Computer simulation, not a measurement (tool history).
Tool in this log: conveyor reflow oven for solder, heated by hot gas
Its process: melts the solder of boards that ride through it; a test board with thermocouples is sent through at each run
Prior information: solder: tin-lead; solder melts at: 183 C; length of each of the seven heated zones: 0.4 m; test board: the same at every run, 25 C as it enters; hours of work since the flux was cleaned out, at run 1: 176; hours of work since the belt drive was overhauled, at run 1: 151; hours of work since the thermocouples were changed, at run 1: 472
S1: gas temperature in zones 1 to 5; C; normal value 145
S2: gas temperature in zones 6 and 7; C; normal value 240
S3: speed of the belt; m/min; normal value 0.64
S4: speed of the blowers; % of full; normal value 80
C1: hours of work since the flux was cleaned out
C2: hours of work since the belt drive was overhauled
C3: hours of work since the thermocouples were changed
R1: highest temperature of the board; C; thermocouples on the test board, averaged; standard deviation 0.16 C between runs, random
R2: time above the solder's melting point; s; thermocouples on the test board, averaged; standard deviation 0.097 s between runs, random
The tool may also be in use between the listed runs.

Run 1, hour 0: usual settings; C1 176; C2 151; C3 472. Result: R1 223.5 C, R2 62.68 s.
Run 2, hour 17: usual settings but S3 0.634 m/min; C1 184; C2 160; C3 480. Result: R1 223.8 C, R2 63.6 s.
Run 3, hour 34.1: usual settings but S3 0.634 m/min; C1 193; C2 168; C3 489. Result: R1 224.1 C, R2 63.83 s.
Run 4, hour 46.9: usual settings but S3 0.634 m/min; C1 199; C2 174; C3 495. Result: R1 223.7 C, R2 63.73 s.
Run 5, hour 57.5: usual settings; C1 204; C2 180; C3 500. Result: R1 223.3 C, R2 62.7 s.
At hour 64: thermocouples of zones 6 and 7 changed.
Run 6, hour 70.8: usual settings; C1 210; C2 185; C3 3. Result: R1 223.8 C, R2 62.82 s.
Run 7, hour 79: usual settings; C1 214; C2 189; C3 7. Result: R1 223.3 C, R2 62.71 s.
Run 8, hour 90: usual settings; C1 219; C2 195; C3 13. Result: R1 223.6 C, R2 62.98 s.
Run 9, hour 104.9: usual settings but S3 0.663 m/min; C1 226; C2 202; C3 20. Result: R1 222.6 C, R2 60.07 s.
Run 10, hour 112.6: usual settings but S3 0.663 m/min; C1 230; C2 206; C3 24. Result: R1 222.6 C, R2 59.66 s.
Run 11, hour 130.4: usual settings but S4 55 % of full; C1 239; C2 214; C3 33. Result: R1 214 C, R2 54.31 s.
Run 12, hour 145: usual settings; C1 246; C2 222; C3 40. Result: R1 223.8 C, R2 62.77 s.
Run 13, hour 163.6: usual settings; C1 255; C2 231; C3 49. Result: R1 223.7 C, R2 62.87 s.
Run 14, hour 176.9: usual settings; C1 262; C2 237; C3 55. Result: R1 223.5 C, R2 62.78 s.
Run 15, hour 187.6: usual settings but S2 245 C, S3 0.573 m/min; C1 267; C2 242; C3 61. Result: R1 231.2 C, R2 75.2 s.
Run 16, hour 196.2: usual settings but S1 154 C, S2 251 C, S4 61 % of full; C1 271; C2 247; C3 65. Result: R1 228.2 C, R2 68.51 s.
Run 17, hour 209.2: usual settings but S1 142 C, S2 251 C, S4 51 % of full; C1 277; C2 253; C3 71. Result: R1 219.6 C, R2 57.68 s.
Run 18, hour 223.5: usual settings but S1 142 C, S2 228 C, S4 51 % of full; C1 284; C2 260; C3 78. Result: R1 201.8 C, R2 39.21 s.
Run 19, hour 239.5: usual settings but S1 140 C, S2 254 C, S3 0.68 m/min, S4 51 % of full; C1 292; C2 268; C3 86. Result: R1 218.1 C, R2 52.3 s.
Run 20, hour 256: usual settings but S1 140 C, S2 254 C, S3 0.68 m/min, S4 51 % of full; C1 300; C2 276; C3 94. Result: R1 218.1 C, R2 52.33 s.
Run 21, hour 264.2: usual settings but S1 138 C, S3 0.523 m/min, S4 75 % of full; C1 304; C2 280; C3 98. Result: R1 227.1 C, R2 77.25 s.
Run 22, hour 274.1: usual settings but S2 241 C, S3 0.736 m/min, S4 51 % of full; C1 309; C2 285; C3 103. Result: R1 206.1 C, R2 38.64 s.
Run 23, hour 283.4: usual settings but S2 241 C, S3 0.736 m/min, S4 51 % of full; C1 314; C2 289; C3 108. Result: R1 206 C, R2 38.66 s.
Run 24, hour 295.8: usual settings but S1 142 C, S2 246 C, S3 0.54 m/min, S4 67 % of full; C1 320; C2 296; C3 114. Result: R1 229.9 C, R2 77.68 s.
Run 25, hour 305.8: usual settings but S1 142 C, S2 246 C, S3 0.54 m/min, S4 67 % of full; C1 325; C2 300; C3 119. Result: R1 229.6 C, R2 77.72 s.
Run 26, hour 316.5: usual settings but S1 142 C, S2 246 C, S3 0.54 m/min, S4 67 % of full; C1 330; C2 306; C3 124. Result: R1 229.7 C, R2 77.72 s.
Run 27, hour 333.1: usual settings but S2 228 C, S4 60 % of full; C1 338; C2 314; C3 132. Result: R1 207 C, R2 47.58 s.
Run 28, hour 342.2: usual settings but S1 140 C, S2 232 C, S3 0.763 m/min, S4 82 % of full; C1 343; C2 318; C3 136. Result: R1 210.8 C, R2 41.98 s.

3 ways to go on from here, each from the tool as it stands after run 28. What would each give?
Run A, hour 351.8: usual settings but S1 146 C, S2 232 C, S3 0.647 m/min, S4 73 % of full; C1 347; C2 323; C3 141. Result: R1 ?, R2 ?.
Run B, hour 351.8: usual settings but S1 154 C, S2 251 C, S3 0.572 m/min, S4 82 % of full; C1 347; C2 323; C3 141. Result: R1 ?, R2 ?.
Run C, hour 351.8: usual settings but S1 140 C, S2 244 C, S3 0.763 m/min, S4 81 % of full; C1 347; C2 323; C3 141. Result: R1 ?, R2 ?.

run     R1     R2
  A  214.5  56.01
  B  238.3  82.43
  C    220   48.5
The same runs, with their run-to-run variation unchanged, on a tool lacking any hidden condition would have given:
run     R1     R2
  A  214.6  56.06
  B  238.3  82.43
  C  220.1  48.55
